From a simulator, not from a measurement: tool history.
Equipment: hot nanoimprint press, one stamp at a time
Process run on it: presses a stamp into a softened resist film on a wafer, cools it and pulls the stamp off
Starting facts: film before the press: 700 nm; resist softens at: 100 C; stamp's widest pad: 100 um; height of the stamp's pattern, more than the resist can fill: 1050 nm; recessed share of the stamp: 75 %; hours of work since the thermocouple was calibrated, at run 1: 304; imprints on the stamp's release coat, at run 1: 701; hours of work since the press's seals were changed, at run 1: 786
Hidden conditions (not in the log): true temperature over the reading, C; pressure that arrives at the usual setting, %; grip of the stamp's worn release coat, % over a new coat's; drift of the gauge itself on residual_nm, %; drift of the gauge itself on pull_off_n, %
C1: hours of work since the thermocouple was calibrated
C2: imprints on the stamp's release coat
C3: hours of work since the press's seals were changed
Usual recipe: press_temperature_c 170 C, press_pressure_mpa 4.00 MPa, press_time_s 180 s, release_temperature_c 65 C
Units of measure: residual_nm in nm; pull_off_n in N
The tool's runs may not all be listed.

run 1 hour=0.0 | press_temperature_c=170 press_pressure_mpa=4.00 press_time_s=180 release_temperature_c=65 | C1=304 C2=701 C3=786 | residual_nm=326.0 pull_off_n=100
run 2 hour=56.4 | press_temperature_c=170 press_pressure_mpa=4.00 press_time_s=180 release_temperature_c=65 | C1=343 C2=956 C3=825 | residual_nm=326.5 pull_off_n=109
run 3 hour=113.0 | press_temperature_c=161 press_pressure_mpa=4.00 press_time_s=180 release_temperature_c=65 | C1=382 C2=1211 C3=864 | residual_nm=442.0 pull_off_n=108
run 4 hour=179.6 | press_temperature_c=161 press_pressure_mpa=4.00 press_time_s=180 release_temperature_c=65 | C1=429 C2=1513 C3=910 | residual_nm=440.7 pull_off_n=112
-- hour=233.4 stamp cleaned and given a new release coat
run 5 hour=233.6 | press_temperature_c=161 press_pressure_mpa=4.00 press_time_s=180 release_temperature_c=65 | C1=462 C2=1 C3=943 | residual_nm=444.9 pull_off_n=101
run 6 hour=296.1 | press_temperature_c=161 press_pressure_mpa=4.00 press_time_s=180 release_temperature_c=65 | C1=505 C2=283 C3=987 | residual_nm=450.1 pull_off_n=98
-- hour=307.3 plate thermocouple calibrated
run 7 hour=370.3 | press_temperature_c=177 press_pressure_mpa=5.43 press_time_s=180 release_temperature_c=65 | C1=44 C2=605 C3=1036 | residual_nm=244.9 pull_off_n=106
run 8 hour=415.8 | press_temperature_c=178 press_pressure_mpa=3.43 press_time_s=219 release_temperature_c=62 | C1=75 C2=811 C3=1067 | residual_nm=266.2 pull_off_n=114
-- hour=461.0 plate thermocouple calibrated, once more
run 9 hour=491.0 | press_temperature_c=168 press_pressure_mpa=3.43 press_time_s=219 release_temperature_c=62 | C1=21 C2=1137 C3=1117 | residual_nm=336.6 pull_off_n=113
run 10 hour=579.9 | press_temperature_c=168 press_pressure_mpa=3.43 press_time_s=219 release_temperature_c=62 | C1=82 C2=1539 C3=1179 | residual_nm=342.3 pull_off_n=119

Hidden state or all else? Some run-to-run changes of residual_nm, split into what the settings, what came in and random variation would give without the hidden state, and what is left for the hidden state (with any gauge scatter that isn't in both results):
Run 6 -> 7: press_temperature_c 161 -> 177, press_pressure_mpa 4.00 -> 5.43, plate thermocouple calibrated. residual_nm -205.2 nm: hidden state +0.6, all else -205.8.
Run 8 -> 9: press_temperature_c 178 -> 168, plate thermocouple calibrated, once more. residual_nm +70.4 nm: hidden state -20.0, all else +90.4.
